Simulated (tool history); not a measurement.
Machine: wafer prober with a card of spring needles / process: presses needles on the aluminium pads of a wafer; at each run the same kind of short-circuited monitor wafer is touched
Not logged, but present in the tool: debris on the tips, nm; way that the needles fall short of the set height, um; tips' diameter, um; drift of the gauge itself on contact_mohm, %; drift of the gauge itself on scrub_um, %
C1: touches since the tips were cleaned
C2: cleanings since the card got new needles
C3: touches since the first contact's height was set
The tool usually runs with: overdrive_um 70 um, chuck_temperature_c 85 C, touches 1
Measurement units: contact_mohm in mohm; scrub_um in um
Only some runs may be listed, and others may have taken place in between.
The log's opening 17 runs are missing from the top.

-- hour=280.0 tips cleaned on abrasive film
run 18 hour=283.7 | overdrive_um=64 chuck_temperature_c=85 touches=1 | C1=1086 C2=50 C3=153541 | contact_mohm=194 scrub_um=10.75
-- hour=289.4 tips cleaned on abrasive film
-- hour=299.4 tips cleaned on abrasive film
run 19 hour=306.0 | overdrive_um=52 chuck_temperature_c=48 touches=2 | C1=1957 C2=52 C3=160090 | contact_mohm=189 scrub_um=8.70
-- hour=308.7 tips cleaned on abrasive film
-- hour=318.8 tips cleaned on abrasive film
run 20 hour=326.9 | overdrive_um=52 chuck_temperature_c=35 touches=2 | C1=2398 C2=54 C3=166207 | contact_mohm=184 scrub_um=8.63
-- hour=328.0 tips cleaned on abrasive film
-- hour=338.4 tips cleaned on abrasive film
-- hour=347.7 tips cleaned on abrasive film
run 21 hour=347.7 | overdrive_um=71 chuck_temperature_c=41 touches=1 | C1=0 C2=57 C3=172283 | contact_mohm=188 scrub_um=11.79
-- hour=357.9 tips cleaned on abrasive film
run 22 hour=360.4 | overdrive_um=70 chuck_temperature_c=85 touches=1 | C1=742 C2=58 C3=176006 | contact_mohm=191 scrub_um=11.62
-- hour=367.3 tips cleaned on abrasive film
run 23 hour=372.5 | overdrive_um=70 chuck_temperature_c=68 touches=1 | C1=1543 C2=59 C3=179546 | contact_mohm=189 scrub_um=11.62
-- hour=378.1 tips cleaned on abrasive film
run 24 hour=384.6 | overdrive_um=70 chuck_temperature_c=68 touches=1 | C1=1927 C2=60 C3=183102 | contact_mohm=189 scrub_um=11.61
-- hour=388.7 tips cleaned on abrasive film
-- hour=391.0 height of the first contact set anew
-- hour=398.2 tips cleaned on abrasive film
run 25 hour=406.7 | overdrive_um=89 chuck_temperature_c=114 touches=1 | C1=2532 C2=62 C3=4621 | contact_mohm=196 scrub_um=14.70

Forecast run 26:
-- hour=407.7 tips cleaned on abrasive film
-- hour=417.0 tips cleaned on abrasive film
run 26 hour=419.1 | overdrive_um=82 chuck_temperature_c=92 touches=2 | C1=634 C2=64 C3=8221 | contact_mohm=? scrub_um=?

Logged for run 26: contact_mohm 196 mohm, scrub_um 13.51 um.
With no hidden state in the tool, this same run would have given contact_mohm 196 mohm, scrub_um 13.76 um.
